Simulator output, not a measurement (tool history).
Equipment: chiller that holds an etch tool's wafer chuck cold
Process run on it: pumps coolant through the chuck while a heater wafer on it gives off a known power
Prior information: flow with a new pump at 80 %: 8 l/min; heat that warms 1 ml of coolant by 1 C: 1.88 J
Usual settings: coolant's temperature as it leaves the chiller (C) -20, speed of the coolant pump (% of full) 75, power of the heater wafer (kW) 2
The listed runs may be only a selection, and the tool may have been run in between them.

run	day	coolant's temperature as it leaves the chiller (C)	speed of the coolant pump (% of full)	power of the heater wafer (kW)	chuck's temperature once it has settled (C)	how much warmer the coolant comes back (C)
1	0	-20	75	2	-3.1	8.58
2	1.812	-20	75	2	-2.9	8.6
3	3.267	-20	75	2	-2.9	8.63
4	4.692	-20	75	2	-2.8	8.63
5	6.012	-20	75	2	-3	8.58
6	7.575	-20	75	2	-2.7	8.67
7	8.629	-22	65	1.581	-6.6	7.89
8	9.792	-27	86	2.761	-5.7	10.44
# day 10.142: coolant pump overhauled
9	10.983	-17	75	1.347	-5.3	5.92
10	11.983	-28	72	2.347	-6.7	10.7
11	13.154	-18	72	1.732	-2.3	7.95

What if the next run were any one of these 3? Each begins from the tool's condition after run 11:
A	14.633	-27	75	2	?	?
B	14.633	-18	92	2.06	?	?
C	14.633	-20	80	2	?	?

run	chuck's temperature once it has settled (C)	how much warmer the coolant comes back (C)
A	-9.7	8.76
B	-2.5	7.42
C	-3.4	8.26
Take away the tool's hidden state, keep each run's random variation, and the runs would have read:
run	chuck's temperature once it has settled (C)	how much warmer the coolant comes back (C)
A	-11.7	8.47
B	-4.4	7.18
C	-5.3	7.99
